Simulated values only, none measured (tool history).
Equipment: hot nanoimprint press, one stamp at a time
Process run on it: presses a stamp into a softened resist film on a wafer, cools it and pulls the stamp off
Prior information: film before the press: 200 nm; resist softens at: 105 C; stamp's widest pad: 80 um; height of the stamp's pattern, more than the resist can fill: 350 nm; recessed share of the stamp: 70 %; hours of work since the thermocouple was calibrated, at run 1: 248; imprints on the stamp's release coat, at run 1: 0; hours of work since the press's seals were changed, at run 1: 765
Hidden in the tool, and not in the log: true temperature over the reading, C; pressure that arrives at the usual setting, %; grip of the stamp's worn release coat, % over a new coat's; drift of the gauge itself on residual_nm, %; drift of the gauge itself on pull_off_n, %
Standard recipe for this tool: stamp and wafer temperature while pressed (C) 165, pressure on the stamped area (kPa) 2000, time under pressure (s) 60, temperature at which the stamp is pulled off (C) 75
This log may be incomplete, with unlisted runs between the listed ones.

run	hour	stamp and wafer temperature while pressed (C)	pressure on the stamped area (kPa)	time under pressure (s)	temperature at which the stamp is pulled off (C)	hours of work since the thermocouple was calibrated	imprints on the stamp's release coat	hours of work since the press's seals were changed	resist left under the stamp's widest pad (angstrom)	greatest force while the stamp is pulled off (N)
1	0.0	165	2000	60	75	248	0	765	1102	118
2	60.6	165	2000	60	75	274	137	791	1089	124
# hour 75.4: plate thermocouple calibrated
3	102.8	165	2000	60	75	12	225	807	1122	127
4	152.3	165	2000	60	75	33	337	828	1120	137
# hour 193.7: plate thermocouple calibrated, once more
5	220.8	165	2000	60	75	12	486	856	1039	134
6	263.0	165	2000	60	75	30	581	874	1062	142
7	303.4	165	2000	60	81	47	673	891	1051	138
8	367.3	165	1540	60	75	74	817	919	1163	153
9	425.8	165	1540	60	75	99	950	944	1184	154
10	471.3	165	2000	60	75	118	1052	963	1078	161
11	512.1	165	2000	60	75	136	1145	980	1058	158
# hour 569.1: stamp cleaned and given a new release coat
12	569.1	165	2000	60	75	157	0	1002	1079	114
13	598.8	165	1310	60	75	170	68	1015	1255	120
14	641.2	165	2560	97	72	188	163	1033	822	127
15	670.2	168	2950	68	65	200	229	1045	795	134
16	730.7	170	2770	74	69	226	366	1071	734	143
17	785.3	169	1460	45	68	250	490	1094	1186	147
18	827.7	155	2210	42	70	268	585	1112	1577	147

What will run 19 give?
# hour 857.2: plate thermocouple calibrated
19	858.2	161	1750	58	72	0	648	1124	?	?

resist left under the stamp's widest pad (angstrom): 1281
greatest force while the stamp is pulled off (N): 146
With no hidden state in the tool, this same run would have given resist left under the stamp's widest pad (angstrom) 1238, greatest force while the stamp is pulled off (N) 119.
